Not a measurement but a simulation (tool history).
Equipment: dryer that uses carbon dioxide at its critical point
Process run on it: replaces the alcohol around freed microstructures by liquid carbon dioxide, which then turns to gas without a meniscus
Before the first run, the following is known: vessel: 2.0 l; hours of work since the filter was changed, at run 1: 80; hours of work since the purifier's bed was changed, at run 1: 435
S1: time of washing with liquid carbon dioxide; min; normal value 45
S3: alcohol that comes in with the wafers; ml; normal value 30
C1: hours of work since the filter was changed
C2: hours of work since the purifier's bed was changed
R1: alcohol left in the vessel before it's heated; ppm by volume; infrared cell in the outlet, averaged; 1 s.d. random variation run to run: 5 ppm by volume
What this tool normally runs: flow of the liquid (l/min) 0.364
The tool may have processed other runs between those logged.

Run 1, hour 0.0: usual settings; C1 80; C2 435. Result: R1 219 ppm by volume.
Run 2, hour 26.4: usual settings but S1 48 min; C1 90; C2 446. Result: R1 201 ppm by volume.
Run 3, hour 40.4: usual settings but flow of the liquid (l/min) 0.373; C1 96; C2 451. Result: R1 207 ppm by volume.
Run 4, hour 62.4: usual settings but flow of the liquid (l/min) 0.373; C1 105; C2 460. Result: R1 220 ppm by volume.
Run 5, hour 75.3: usual settings but S1 51 min, flow of the liquid (l/min) 0.373; C1 110; C2 465. Result: R1 225 ppm by volume.
Run 6, hour 98.8: usual settings but S1 51 min, flow of the liquid (l/min) 0.373; C1 119; C2 475. Result: R1 200 ppm by volume.
Run 7, hour 111.3: usual settings but S1 51 min, flow of the liquid (l/min) 0.373; C1 124; C2 480. Result: R1 218 ppm by volume.
Run 8, hour 137.2: usual settings but S1 51 min, flow of the liquid (l/min) 0.373; C1 135; C2 490. Result: R1 227 ppm by volume.
Run 9, hour 160.9: usual settings but S3 24 ml; C1 144; C2 499. Result: R1 230 ppm by volume.
Run 10, hour 189.3: usual settings but flow of the liquid (l/min) 0.351, S3 24 ml; C1 155; C2 511. Result: R1 251 ppm by volume.
Run 11, hour 206.0: usual settings but flow of the liquid (l/min) 0.412, S3 37 ml; C1 162; C2 517. Result: R1 249 ppm by volume.
Run 12, hour 228.2: usual settings but S1 36 min; C1 171; C2 526. Result: R1 335 ppm by volume.
Run 13, hour 257.0: usual settings but S1 33 min; C1 182; C2 538. Result: R1 401 ppm by volume.
Run 14, hour 275.8: usual settings but S1 33 min; C1 190; C2 545. Result: R1 414 ppm by volume.
Run 15, hour 290.9: usual settings but S1 33 min; C1 196; C2 551. Result: R1 428 ppm by volume.
Run 16, hour 304.2: usual settings but S1 46 min, flow of the liquid (l/min) 0.566, S3 25 ml; C1 201; C2 557. Result: R1 242 ppm by volume.
Run 17, hour 329.8: usual settings but S1 46 min, flow of the liquid (l/min) 0.566, S3 25 ml; C1 211; C2 567. Result: R1 242 ppm by volume.
Run 18, hour 351.7: usual settings but S1 59 min, flow of the liquid (l/min) 0.566, S3 33 ml; C1 220; C2 575. Result: R1 257 ppm by volume.
Run 19, hour 374.9: usual settings but S1 59 min, flow of the liquid (l/min) 0.566, S3 33 ml; C1 229; C2 585. Result: R1 247 ppm by volume.

Forecast each of these 5 alternatives for the next run:
Run A, hour 399.2: usual settings but flow of the liquid (l/min) 0.447, S3 112 ml; C1 239; C2 594. Result: R1 ?.
Run B, hour 399.2: usual settings but S1 33 min, flow of the liquid (l/min) 0.566, S3 33 ml; C1 239; C2 594. Result: R1 ?.
Run C, hour 399.2: usual settings but flow of the liquid (l/min) 0.409; C1 239; C2 594. Result: R1 ?.
Run D, hour 399.2: usual settings but S1 44 min, flow of the liquid (l/min) 0.453, S3 22 ml; C1 239; C2 594. Result: R1 ?.
Run E, hour 399.2: usual settings but S1 27 min, flow of the liquid (l/min) 0.399, S3 91 ml; C1 239; C2 594. Result: R1 ?.

run    R1
  A   307
  B   283
  C   272
  D   276
  E  1281
Had the tool no hidden state, the same runs would have come out as:
run   R1
  A   24
  B   15
  C    9
  D   21
  E  527

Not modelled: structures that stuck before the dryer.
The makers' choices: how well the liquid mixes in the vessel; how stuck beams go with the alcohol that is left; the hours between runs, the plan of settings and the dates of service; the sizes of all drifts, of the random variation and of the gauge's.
